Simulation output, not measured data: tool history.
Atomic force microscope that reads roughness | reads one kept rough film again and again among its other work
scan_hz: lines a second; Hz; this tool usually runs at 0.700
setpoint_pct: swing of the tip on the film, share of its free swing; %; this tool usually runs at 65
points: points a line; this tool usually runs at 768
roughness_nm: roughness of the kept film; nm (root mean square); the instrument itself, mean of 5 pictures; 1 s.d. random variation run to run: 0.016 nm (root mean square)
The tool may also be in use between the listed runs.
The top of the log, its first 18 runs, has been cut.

Run 19, day 21.508: usual settings. Result: roughness_nm 3.821 nm (root mean square).
Run 20, day 22.433: usual settings but points 329. Result: roughness_nm 3.688 nm (root mean square).
At day 22.617: height scale calibrated on a step standard, once more.
Run 21, day 24.008: usual settings. Result: roughness_nm 3.531 nm (root mean square).
Run 22, day 24.958: usual settings. Result: roughness_nm 3.434 nm (root mean square).
Run 23, day 26.450: usual settings but setpoint_pct 80 %. Result: roughness_nm 3.228 nm (root mean square).
Run 24, day 27.717: usual settings but setpoint_pct 80 %. Result: roughness_nm 3.116 nm (root mean square).
At day 27.871: new tip fitted.
Run 25, day 28.662: usual settings but points 433. Result: roughness_nm 3.842 nm (root mean square).
Run 26, day 29.442: usual settings but points 433. Result: roughness_nm 3.735 nm (root mean square).
Run 27, day 30.217: usual settings but scan_hz 0.537 Hz, setpoint_pct 89 %, points 433. Result: roughness_nm 3.524 nm (root mean square).
Run 28, day 31.788: usual settings but scan_hz 0.537 Hz, setpoint_pct 89 %, points 433. Result: roughness_nm 3.360 nm (root mean square).
Run 29, day 32.750: usual settings but scan_hz 0.537 Hz, setpoint_pct 89 %, points 433. Result: roughness_nm 3.288 nm (root mean square).
Run 30, day 33.867: usual settings but scan_hz 0.537 Hz, setpoint_pct 89 %, points 433. Result: roughness_nm 3.190 nm (root mean square).

Run 31, settings as shown, results not yet in. Your forecast:
Run 31, day 35.050: usual settings but scan_hz 0.621 Hz. Result: roughness_nm ?.

{"run 31": {"roughness_nm": 3.241}}
Without the tool's hidden state the same run would have given roughness_nm 3.943 nm (root mean square).
